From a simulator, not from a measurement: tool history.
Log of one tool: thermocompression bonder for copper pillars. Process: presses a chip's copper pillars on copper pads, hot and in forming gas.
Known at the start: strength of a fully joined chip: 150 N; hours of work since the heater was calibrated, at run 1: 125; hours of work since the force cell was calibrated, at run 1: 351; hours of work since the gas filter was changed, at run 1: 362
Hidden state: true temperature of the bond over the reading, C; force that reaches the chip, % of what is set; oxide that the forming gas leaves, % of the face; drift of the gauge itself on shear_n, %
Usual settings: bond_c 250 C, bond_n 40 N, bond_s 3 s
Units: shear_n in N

| run | day | bond_c | bond_n | bond_s | hours of work since the heater was calibrated | hours of work since the force cell was calibrated | hours of work since the gas filter was changed | shear_n |
|---|---|---|---|---|---|---|---|---|
| 1 | 0 | 250 | 40 | 3 | 125 | 351 | 362 | 83.1 |
| 2 | 0.45 | 250 | 56 | 3 | 130 | 356 | 367 | 99.5 |
| 3 | 0.929 | 250 | 40 | 3 | 135 | 361 | 372 | 82.1 |
|  | 1.154 | forming gas filter changed |
| 4 | 1.338 | 250 | 40 | 3 | 139 | 365 | 2 | 86 |
| 5 | 1.771 | 250 | 40 | 3 | 144 | 370 | 6 | 86.1 |
| 6 | 2.633 | 250 | 43 | 3 | 153 | 379 | 16 | 89.6 |
| 7 | 3.296 | 250 | 40 | 3 | 160 | 386 | 23 | 87.4 |
| 8 | 3.996 | 250 | 40 | 3 | 167 | 393 | 30 | 86.1 |
| 9 | 4.692 | 250 | 40 | 3 | 174 | 401 | 37 | 86.2 |
| 10 | 5.175 | 250 | 47 | 3 | 180 | 406 | 42 | 94 |
| 11 | 5.612 | 250 | 47 | 3 | 184 | 410 | 47 | 94.8 |
| 12 | 6.158 | 250 | 40 | 2 | 190 | 416 | 53 | 76.1 |
| 13 | 7.058 | 270 | 40 | 3 | 199 | 426 | 62 | 111.5 |
| 14 | 7.871 | 250 | 58 | 3 | 208 | 434 | 71 | 104.6 |
| 15 | 8.567 | 250 | 58 | 3 | 215 | 441 | 78 | 103.8 |
| 16 | 9.058 | 250 | 58 | 3 | 220 | 447 | 83 | 103.7 |
| 17 | 9.7 | 250 | 40 | 3 | 227 | 453 | 90 | 86.6 |
| 18 | 10.112 | 250 | 40 | 3 | 232 | 458 | 94 | 86.6 |
| 19 | 10.55 | 250 | 40 | 4 | 236 | 462 | 99 | 95.2 |
| 20 | 11.054 | 250 | 40 | 3 | 241 | 468 | 104 | 87.4 |
| 21 | 11.55 | 250 | 50 | 3 | 247 | 473 | 109 | 97.7 |
| 22 | 12.267 | 236 | 47 | 4 | 254 | 480 | 117 | 84.1 |
| 23 | 12.717 | 251 | 33 | 4 | 259 | 485 | 122 | 85.2 |
| 24 | 13.508 | 251 | 33 | 4 | 267 | 493 | 130 | 86.4 |
| 25 | 14.421 | 250 | 44 | 2 | 277 | 503 | 140 | 80.6 |
| 26 | 14.9 | 227 | 40 | 3 | 282 | 508 | 145 | 58.3 |
| 27 | 15.679 | 227 | 40 | 3 | 290 | 516 | 153 | 59.7 |
| 28 | 16.058 | 256 | 40 | 3 | 294 | 520 | 157 | 93.2 |
|  | 16.175 | force cell calibrated |
| 29 | 16.908 | 249 | 27 | 8 | 302 | 8 | 165 | 93.3 |
| 30 | 17.346 | 269 | 50 | 5 | 307 | 12 | 170 | 129.8 |
| 31 | 18.021 | 269 | 59 | 3 | 314 | 19 | 177 | 126.7 |
| 32 | 18.621 | 267 | 37 | 5 | 320 | 26 | 183 | 116.8 |
|  | 19.375 | force cell calibrated, once more |
| 33 | 19.588 | 267 | 37 | 2 | 330 | 2 | 193 | 91 |
| 34 | 20.067 | 242 | 40 | 2 | 335 | 7 | 198 | 67.1 |
| 35 | 20.454 | 242 | 40 | 2 | 339 | 11 | 202 | 67 |
| 36 | 21.242 | 242 | 40 | 2 | 347 | 20 | 210 | 68 |
| 37 | 21.85 | 280 | 28 | 6 | 354 | 26 | 216 | 121.9 |
| 38 | 22.292 | 280 | 28 | 6 | 358 | 31 | 221 | 122.7 |
| 39 | 22.904 | 231 | 37 | 4 | 365 | 37 | 228 | 66.9 |
| 40 | 23.325 | 231 | 37 | 4 | 369 | 42 | 232 | 67.7 |

4 ways to go on from here, each from the tool as it stands after run 40. What would each give?
| A | 24.229 | 246 | 34 | 8 | 379 | 51 | 242 | ? |
| B | 24.229 | 231 | 37 | 7 | 379 | 51 | 242 | ? |
| C | 24.229 | 250 | 25 | 2 | 379 | 51 | 242 | ? |
| D | 24.229 | 239 | 40 | 8 | 379 | 51 | 242 | ? |

| run | shear_n |
|---|---|
| A | 99.8 |
| B | 82.1 |
| C | 56.4 |
| D | 99.9 |
Without the tool's hidden state the same runs would have given:
| run | shear_n |
|---|---|
| A | 96.5 |
| B | 78.2 |
| C | 53.3 |
| D | 96.4 |
